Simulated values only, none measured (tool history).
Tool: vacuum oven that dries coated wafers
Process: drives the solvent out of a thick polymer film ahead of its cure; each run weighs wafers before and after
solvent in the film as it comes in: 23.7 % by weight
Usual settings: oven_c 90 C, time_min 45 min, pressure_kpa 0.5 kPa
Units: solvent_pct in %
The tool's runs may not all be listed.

run   hour  oven_c  time_min  pressure_kpa  solvent_pct
  1      0      90        45           0.5         2.73
  2   12.5      90        45           0.5          2.7
  3   25.4     100        45           0.5         0.51
  4   34.5     100        45         0.772         0.63
  5   42.1      83        45           0.5         5.58
  6   54.6      83        45           0.5         5.67
  7   68.4      83        45           0.5          5.6
  8   74.4      90        45           0.5         2.81
  9     84      90        45           0.5         2.74
 10   97.5      90        45           0.5         2.81
 11  109.9      90        45           0.5         2.74
 12  121.7      90        45           0.5         2.71
 13  128.7      90        45           0.5         2.82
 14  140.6      90        47           0.5         2.53
 15  148.5      90        47           0.5         2.53
 16  160.3      90        47           0.5         2.54
 17  174.4      90        47           0.5         2.54
 18  181.3      90        47           0.5         2.58
 19  190.2      79        45         1.487         8.13
 20  197.8     105        72           0.6         0.22
 21  206.7      99        55         0.888         0.51
 22  215.4     100        55         0.472         0.38
 23  221.3      90        44           0.5            3
 24  229.1      90        44           0.5         2.98
 25  243.1      94        62         0.553         0.74
 26    249      94        28         0.553         4.04

Forecast each of these 5 alternatives for the next run:
  A  263.4      90        27           0.5            ?
  B  263.4      82        28         0.553            ?
  C  263.4      90        45         1.247            ?
  D  263.4      94        75         0.553            ?
  E  263.4      90        45         1.666            ?

run  solvent_pct
  A         5.99
  B          9.5
  C         3.14
  D         0.53
  E         3.29
Without the tool's hidden state the same runs would have given:
run  solvent_pct
  A         5.56
  B         9.07
  C         2.81
  D         0.43
  E         2.96

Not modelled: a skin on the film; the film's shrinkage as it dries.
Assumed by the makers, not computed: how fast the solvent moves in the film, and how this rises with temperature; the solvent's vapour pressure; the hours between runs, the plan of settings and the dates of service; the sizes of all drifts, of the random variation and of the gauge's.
